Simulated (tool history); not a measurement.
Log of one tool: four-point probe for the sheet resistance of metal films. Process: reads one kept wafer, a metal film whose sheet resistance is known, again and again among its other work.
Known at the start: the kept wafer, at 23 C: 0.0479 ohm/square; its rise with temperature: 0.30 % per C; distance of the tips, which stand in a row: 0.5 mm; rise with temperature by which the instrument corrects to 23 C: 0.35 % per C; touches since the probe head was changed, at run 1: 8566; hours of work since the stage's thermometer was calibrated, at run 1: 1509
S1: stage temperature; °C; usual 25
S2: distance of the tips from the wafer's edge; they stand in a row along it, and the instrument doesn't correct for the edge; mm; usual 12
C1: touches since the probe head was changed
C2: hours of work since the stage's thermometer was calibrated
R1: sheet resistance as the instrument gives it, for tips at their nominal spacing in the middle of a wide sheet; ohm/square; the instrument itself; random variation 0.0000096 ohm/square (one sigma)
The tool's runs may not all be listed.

{"run": 1, "day": 0.0, "S1": 25, "S2": 12, "C1": 8566, "C2": 1509, "R1": 0.047904}
{"run": 2, "day": 0.525, "S1": 25, "S2": 6, "C1": 8784, "C2": 1518, "R1": 0.048027}
{"run": 3, "day": 0.804, "S1": 25, "S2": 6, "C1": 8900, "C2": 1523, "R1": 0.048025}
{"run": 4, "day": 1.167, "S1": 25, "S2": 6, "C1": 9050, "C2": 1530, "R1": 0.048032}
{"run": 5, "day": 1.662, "S1": 25, "S2": 6, "C1": 9255, "C2": 1539, "R1": 0.048047}
{"run": 6, "day": 2.142, "S1": 25, "S2": 5, "C1": 9453, "C2": 1547, "R1": 0.048103}
{"run": 7, "day": 2.638, "S1": 25, "S2": 5, "C1": 9659, "C2": 1556, "R1": 0.048101}
{"run": 8, "day": 3.104, "S1": 25, "S2": 5, "C1": 9854, "C2": 1564, "R1": 0.048124}
{"run": 9, "day": 3.508, "S1": 25, "S2": 5, "C1": 10020, "C2": 1571, "R1": 0.04812}
{"run": 10, "day": 3.946, "S1": 25, "S2": 5, "C1": 10201, "C2": 1579, "R1": 0.048099}
{"run": 11, "day": 4.479, "S1": 25, "S2": 5, "C1": 10423, "C2": 1589, "R1": 0.048106}
{"run": 12, "day": 4.962, "S1": 25, "S2": 5, "C1": 10624, "C2": 1597, "R1": 0.048118}
{"run": 13, "day": 5.375, "S1": 25, "S2": 5, "C1": 10795, "C2": 1605, "R1": 0.048118}
{"run": 14, "day": 5.708, "S1": 25, "S2": 4, "C1": 10933, "C2": 1611, "R1": 0.04825}
{"run": 15, "day": 6.288, "S1": 30, "S2": 5, "C1": 11173, "C2": 1621, "R1": 0.047985}
{"run": 16, "day": 6.562, "S1": 28, "S2": 15, "C1": 11285, "C2": 1626, "R1": 0.047829}
{"run": 17, "day": 6.862, "S1": 25, "S2": 12, "C1": 11410, "C2": 1631, "R1": 0.047894}
{"run": 18, "day": 7.188, "S1": 33, "S2": 14, "C1": 11546, "C2": 1637, "R1": 0.047705}
{"run": 19, "day": 7.504, "S1": 22, "S2": 5, "C1": 11677, "C2": 1642, "R1": 0.048174}
{"run": 20, "day": 8.117, "S1": 22, "S2": 5, "C1": 11930, "C2": 1653, "R1": 0.048178}
{"run": 21, "day": 8.471, "S1": 22, "S2": 5, "C1": 12077, "C2": 1660, "R1": 0.048196}
{"run": 22, "day": 9.05, "S1": 22, "S2": 5, "C1": 12317, "C2": 1670, "R1": 0.04818}
{"run": 23, "day": 9.458, "S1": 26, "S2": 4, "C1": 12487, "C2": 1677, "R1": 0.048227}
{"run": 24, "day": 9.738, "S1": 19, "S2": 13, "C1": 12603, "C2": 1682, "R1": 0.048026}

Forecast each of these 5 alternatives for the next run:
{"run": "A", "day": 10.125, "S1": 33, "S2": 12, "C1": 12763, "C2": 1689, "R1": "?"}
{"run": "B", "day": 10.125, "S1": 20, "S2": 12, "C1": 12763, "C2": 1689, "R1": "?"}
{"run": "C", "day": 10.125, "S1": 21, "S2": 49, "C1": 12763, "C2": 1689, "R1": "?"}
{"run": "D", "day": 10.125, "S1": 20, "S2": 70, "C1": 12763, "C2": 1689, "R1": "?"}
{"run": "E", "day": 10.125, "S1": 29, "S2": 5, "C1": 12763, "C2": 1689, "R1": "?"}

run=A R1=0.047722
run=B R1=0.048031
run=C R1=0.047951
run=D R1=0.047983
run=E R1=0.04801
Without the tool's hidden state the same runs would have given:
run=A R1=0.047723
run=B R1=0.048032
run=C R1=0.047952
run=D R1=0.047985
run=E R1=0.048012
